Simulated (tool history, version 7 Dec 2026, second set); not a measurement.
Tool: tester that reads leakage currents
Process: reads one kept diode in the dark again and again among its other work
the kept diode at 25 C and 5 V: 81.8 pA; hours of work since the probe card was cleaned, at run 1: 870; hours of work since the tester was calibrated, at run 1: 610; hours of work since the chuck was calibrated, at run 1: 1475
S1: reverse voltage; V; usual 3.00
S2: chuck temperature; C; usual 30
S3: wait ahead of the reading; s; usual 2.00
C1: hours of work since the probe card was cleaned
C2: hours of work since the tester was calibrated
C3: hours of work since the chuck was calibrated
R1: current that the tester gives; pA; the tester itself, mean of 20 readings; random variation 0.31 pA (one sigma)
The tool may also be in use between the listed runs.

run	hour	S1	S2	S3	C1	C2	C3	R1
1	0.0	3.00	30	2.00	870	610	1475	121.28
2	86.0	3.00	30	2.00	915	656	1520	122.25
3	185.4	3.00	30	2.00	967	708	1573	123.57
# hour 254.5: chuck's temperature calibrated
4	292.5	3.00	30	2.00	1023	763	20	103.66
5	379.6	3.00	30	2.00	1069	809	66	103.75
6	499.5	3.00	30	2.00	1132	872	129	105.23
7	622.5	3.00	30	2.00	1196	937	194	105.63
8	702.7	3.00	23	2.00	1239	979	236	60.84
9	764.3	3.00	23	2.00	1271	1011	268	60.95
10	827.2	3.00	23	2.00	1304	1045	301	60.89
11	928.0	3.00	30	0.94	1357	1098	354	107.28
12	1032.1	3.00	30	0.94	1412	1152	409	107.88
13	1104.6	13.29	30	0.94	1450	1191	447	187.64
14	1195.8	13.29	30	0.94	1498	1238	495	189.19
15	1297.0	13.29	30	0.85	1551	1292	548	190.63
16	1401.6	1.46	51	6.70	1606	1347	603	405.00
# hour 1411.5: probe card cleaned and baked
17	1467.3	3.38	30	4.00	29	1380	636	116.85
18	1546.5	1.76	39	3.66	71	1421	678	184.21
19	1621.9	3.30	34	4.09	111	1461	718	158.43
20	1717.6	9.82	26	1.89	161	1511	768	128.53
# hour 1755.9: probe card cleaned and baked, once more
21	1823.2	9.82	26	1.89	35	1565	822	124.71
22	1893.0	5.15	30	2.00	72	1602	859	137.24
23	1995.8	6.84	24	9.30	126	1656	913	94.29
24	2070.9	11.34	57	9.54	166	1696	952	1299.92

Forecast each of these 4 alternatives for the next run:
A	2192.6	4.21	30	6.86	230	1760	1016	?
B	2192.6	4.28	56	0.53	230	1760	1016	?
C	2192.6	1.03	34	2.00	230	1760	1016	?
D	2192.6	11.34	37	9.54	230	1760	1016	?

run	R1
A	130.01
B	864.18
C	108.22
D	316.83
Without the tool's hidden state the same runs would have given:
run	R1
A	115.46
B	781.79
C	96.48
D	282.73
